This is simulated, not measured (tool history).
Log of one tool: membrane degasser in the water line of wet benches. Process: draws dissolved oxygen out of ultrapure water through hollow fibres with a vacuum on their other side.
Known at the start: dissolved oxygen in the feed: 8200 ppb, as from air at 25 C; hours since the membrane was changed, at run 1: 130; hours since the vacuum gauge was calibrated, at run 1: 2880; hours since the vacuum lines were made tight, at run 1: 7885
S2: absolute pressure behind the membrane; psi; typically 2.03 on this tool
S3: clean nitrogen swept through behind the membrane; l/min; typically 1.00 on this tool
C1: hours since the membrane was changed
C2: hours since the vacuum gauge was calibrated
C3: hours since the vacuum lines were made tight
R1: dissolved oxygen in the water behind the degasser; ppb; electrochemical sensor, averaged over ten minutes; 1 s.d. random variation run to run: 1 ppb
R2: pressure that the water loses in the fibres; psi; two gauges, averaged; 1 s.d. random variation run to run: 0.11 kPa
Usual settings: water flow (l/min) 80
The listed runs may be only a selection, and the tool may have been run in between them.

{"run": 1, "hour": 0.0, "water flow (l/min)": 80, "S2": 2.03, "S3": 1.0, "C1": 130, "C2": 2880, "C3": 7885, "R1": 1285.3, "R2": 3.755}
{"run": 2, "hour": 21.3, "water flow (l/min)": 80, "S2": 2.03, "S3": 1.0, "C1": 151, "C2": 2901, "C3": 7906, "R1": 1286.4, "R2": 3.783}
{"run": 3, "hour": 65.8, "water flow (l/min)": 80, "S2": 2.03, "S3": 1.28, "C1": 196, "C2": 2945, "C3": 7951, "R1": 1096.8, "R2": 3.732}
{"run": 4, "hour": 84.9, "water flow (l/min)": 80, "S2": 2.03, "S3": 1.28, "C1": 215, "C2": 2964, "C3": 7970, "R1": 1098.2, "R2": 3.765}
{"run": 5, "hour": 112.2, "water flow (l/min)": 80, "S2": 2.03, "S3": 1.28, "C1": 242, "C2": 2992, "C3": 7997, "R1": 1098.6, "R2": 3.751}
{"run": 6, "hour": 142.2, "water flow (l/min)": 80, "S2": 2.03, "S3": 1.28, "C1": 272, "C2": 3022, "C3": 8027, "R1": 1097.8, "R2": 3.788}
{"run": 7, "hour": 169.4, "water flow (l/min)": 80, "S2": 2.03, "S3": 1.0, "C1": 299, "C2": 3049, "C3": 8054, "R1": 1291.5, "R2": 3.787}
{"run": 8, "hour": 212.3, "water flow (l/min)": 80, "S2": 2.03, "S3": 1.0, "C1": 342, "C2": 3092, "C3": 8097, "R1": 1292.9, "R2": 3.751}
{"run": 9, "hour": 244.7, "water flow (l/min)": 73, "S2": 2.03, "S3": 1.0, "C1": 375, "C2": 3124, "C3": 8130, "R1": 1221.7, "R2": 3.429}
{"run": 10, "hour": 278.1, "water flow (l/min)": 80, "S2": 2.03, "S3": 1.0, "C1": 408, "C2": 3158, "C3": 8163, "R1": 1295.7, "R2": 3.775}
{"run": 11, "hour": 318.5, "water flow (l/min)": 80, "S2": 2.03, "S3": 1.0, "C1": 448, "C2": 3198, "C3": 8203, "R1": 1295.9, "R2": 3.775}
{"run": 12, "hour": 349.5, "water flow (l/min)": 80, "S2": 2.03, "S3": 0.41, "C1": 479, "C2": 3229, "C3": 8235, "R1": 2079.9, "R2": 3.767}
{"run": 13, "hour": 372.1, "water flow (l/min)": 79, "S2": 1.75, "S3": 1.44, "C1": 502, "C2": 3252, "C3": 8257, "R1": 850.0, "R2": 3.717}
{"run": 14, "hour": 417.7, "water flow (l/min)": 70, "S2": 2.73, "S3": 0.49, "C1": 548, "C2": 3297, "C3": 8303, "R1": 2441.5, "R2": 3.295}
{"run": 15, "hour": 447.6, "water flow (l/min)": 50, "S2": 3.93, "S3": 0.87, "C1": 578, "C2": 3327, "C3": 8333, "R1": 2066.6, "R2": 2.342}
{"run": 16, "hour": 469.3, "water flow (l/min)": 121, "S2": 2.77, "S3": 2.24, "C1": 599, "C2": 3349, "C3": 8354, "R1": 1418.4, "R2": 5.707}
{"run": 17, "hour": 504.6, "water flow (l/min)": 121, "S2": 2.77, "S3": 2.24, "C1": 635, "C2": 3384, "C3": 8390, "R1": 1421.1, "R2": 5.668}
{"run": 18, "hour": 542.0, "water flow (l/min)": 80, "S2": 5.08, "S3": 1.0, "C1": 672, "C2": 3422, "C3": 8427, "R1": 3095.8, "R2": 3.754}
{"run": 19, "hour": 581.8, "water flow (l/min)": 80, "S2": 3.02, "S3": 1.33, "C1": 712, "C2": 3461, "C3": 8467, "R1": 1660.8, "R2": 3.748}
{"run": 20, "hour": 605.4, "water flow (l/min)": 86, "S2": 4.39, "S3": 2.5, "C1": 735, "C2": 3485, "C3": 8490, "R1": 1632.5, "R2": 4.026}
{"run": 21, "hour": 627.9, "water flow (l/min)": 53, "S2": 4.12, "S3": 2.5, "C1": 758, "C2": 3507, "C3": 8513, "R1": 1068.1, "R2": 2.511}

Same runs, no hidden state in the tool, same run-to-run variation:
The hidden state here: membrane still open, %; true pressure behind the membrane over the reading, kPa; air that leaks in behind the membrane, l/min; drift of the gauge itself on oxygen_ppb, %; drift of the gauge itself on loss_of_pressure_kpa, %.
run=1 R1=1285.4
run=2 R1=1285.6
run=3 R1=1094.8
run=4 R1=1095.5
run=5 R1=1095.1
run=6 R1=1093.3
run=7 R1=1285.3
run=8 R1=1285.0
run=9 R1=1213.1
run=10 R1=1285.3
run=11 R1=1284.1
run=12 R1=2059.2
run=13 R1=841.0
run=14 R1=2412.5
run=15 R1=2040.2
run=16 R1=1399.4
run=17 R1=1400.7
run=18 R1=3048.0
run=19 R1=1633.3
run=20 R1=1604.4
run=21 R1=1049.0
R2 without the hidden state stays within 0.001 psi of what was measured, in all runs.
